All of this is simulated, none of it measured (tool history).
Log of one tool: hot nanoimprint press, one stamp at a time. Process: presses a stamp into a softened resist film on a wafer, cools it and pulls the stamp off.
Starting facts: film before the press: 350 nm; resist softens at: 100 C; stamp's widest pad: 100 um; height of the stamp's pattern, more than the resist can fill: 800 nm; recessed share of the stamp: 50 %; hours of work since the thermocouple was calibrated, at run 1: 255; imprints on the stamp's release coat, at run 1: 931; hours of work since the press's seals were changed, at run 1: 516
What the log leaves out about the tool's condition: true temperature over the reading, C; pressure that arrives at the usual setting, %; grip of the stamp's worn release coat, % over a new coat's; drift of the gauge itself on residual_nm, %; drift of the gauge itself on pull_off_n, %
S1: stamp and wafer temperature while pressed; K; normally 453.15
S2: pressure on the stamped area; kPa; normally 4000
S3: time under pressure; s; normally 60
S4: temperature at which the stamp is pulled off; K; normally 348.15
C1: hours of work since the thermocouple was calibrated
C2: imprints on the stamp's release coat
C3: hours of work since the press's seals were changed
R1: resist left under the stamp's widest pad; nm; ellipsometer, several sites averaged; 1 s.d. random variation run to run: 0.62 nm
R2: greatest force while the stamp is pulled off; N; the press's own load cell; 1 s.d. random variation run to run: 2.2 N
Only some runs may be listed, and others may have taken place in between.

| run | hour | S1 | S2 | S3 | S4 | C1 | C2 | C3 | R1 | R2 |
|---|---|---|---|---|---|---|---|---|---|---|
| 1 | 0 | 453.15 | 4000 | 60 | 348.15 | 255 | 931 | 516 | 159.3 | 110 |
| 2 | 34.1 | 453.15 | 4000 | 60 | 348.15 | 269 | 981 | 530 | 159.1 | 115 |
| 3 | 77.8 | 453.15 | 4000 | 60 | 348.15 | 287 | 1046 | 548 | 157 | 113 |
|  | 112.6 | plate thermocouple calibrated |
| 4 | 133.6 | 453.15 | 4000 | 60 | 348.15 | 9 | 1124 | 569 | 157.4 | 115 |
|  | 144.5 | stamp cleaned and given a new release coat |
| 5 | 190 | 453.15 | 4000 | 60 | 348.15 | 29 | 67 | 590 | 157.3 | 94 |
| 6 | 230.5 | 453.15 | 4000 | 60 | 348.15 | 46 | 127 | 606 | 157.4 | 97 |
| 7 | 270 | 453.15 | 4000 | 60 | 348.15 | 62 | 186 | 622 | 156.3 | 98 |
| 8 | 311.7 | 453.15 | 4000 | 60 | 348.15 | 79 | 248 | 639 | 155.1 | 96 |
| 9 | 338.1 | 453.15 | 4000 | 60 | 348.15 | 89 | 287 | 650 | 155.8 | 101 |
|  | 353.2 | plate thermocouple calibrated, once more |
| 10 | 373 | 453.15 | 4000 | 60 | 348.15 | 8 | 335 | 663 | 162.8 | 106 |
| 11 | 398.5 | 453.15 | 4000 | 60 | 348.15 | 18 | 372 | 673 | 164.1 | 107 |
|  | 425.7 | press's hydraulic seals changed and the load cell set to zero |
| 12 | 435.3 | 453.15 | 4000 | 60 | 348.15 | 30 | 415 | 4 | 162.6 | 105 |
| 13 | 488.3 | 453.15 | 4000 | 60 | 348.15 | 52 | 494 | 25 | 162.2 | 109 |
| 14 | 524.7 | 453.15 | 4000 | 60 | 348.15 | 67 | 548 | 40 | 161 | 104 |
| 15 | 575.5 | 453.15 | 5180 | 60 | 348.15 | 87 | 623 | 61 | 145.1 | 109 |
| 16 | 601.2 | 453.15 | 4000 | 77 | 356.15 | 98 | 662 | 71 | 146.2 | 93 |
| 17 | 641.5 | 450.15 | 2410 | 93 | 352.15 | 114 | 721 | 88 | 182 | 99 |
| 18 | 690 | 450.15 | 2410 | 93 | 352.15 | 134 | 793 | 108 | 181.3 | 105 |
| 19 | 732.7 | 445.15 | 5620 | 34 | 339.15 | 151 | 857 | 125 | 209.9 | 132 |
| 20 | 766 | 445.15 | 5620 | 34 | 339.15 | 165 | 906 | 139 | 209 | 128 |
| 21 | 806.1 | 452.15 | 3600 | 94 | 352.15 | 181 | 966 | 155 | 144.3 | 108 |
| 22 | 840.9 | 452.15 | 3600 | 94 | 339.15 | 195 | 1017 | 169 | 143.9 | 131 |
| 23 | 873.2 | 446.15 | 4650 | 60 | 337.15 | 208 | 1066 | 182 | 180.3 | 135 |
| 24 | 907.7 | 461.15 | 4000 | 60 | 348.15 | 222 | 1117 | 196 | 129.6 | 117 |
|  | 923.6 | stamp cleaned and given a new release coat |
| 25 | 949.8 | 461.15 | 4000 | 60 | 348.15 | 237 | 39 | 211 | 129.2 | 93 |
| 26 | 989.6 | 461.15 | 4000 | 60 | 348.15 | 253 | 98 | 227 | 129.7 | 92 |
| 27 | 1014 | 444.15 | 4000 | 60 | 348.15 | 263 | 135 | 237 | 199.9 | 97 |

Run 28 has not been measured yet. What should we expect?
| 28 | 1053.9 | 444.15 | 4000 | 60 | 348.15 | 279 | 194 | 253 | ? | ? |

R1: 199.2 nm
R2: 101 N
With the hidden condition absent and the run-to-run variation left alone, this run would have shown R1 205.8 nm, R2 99 N.
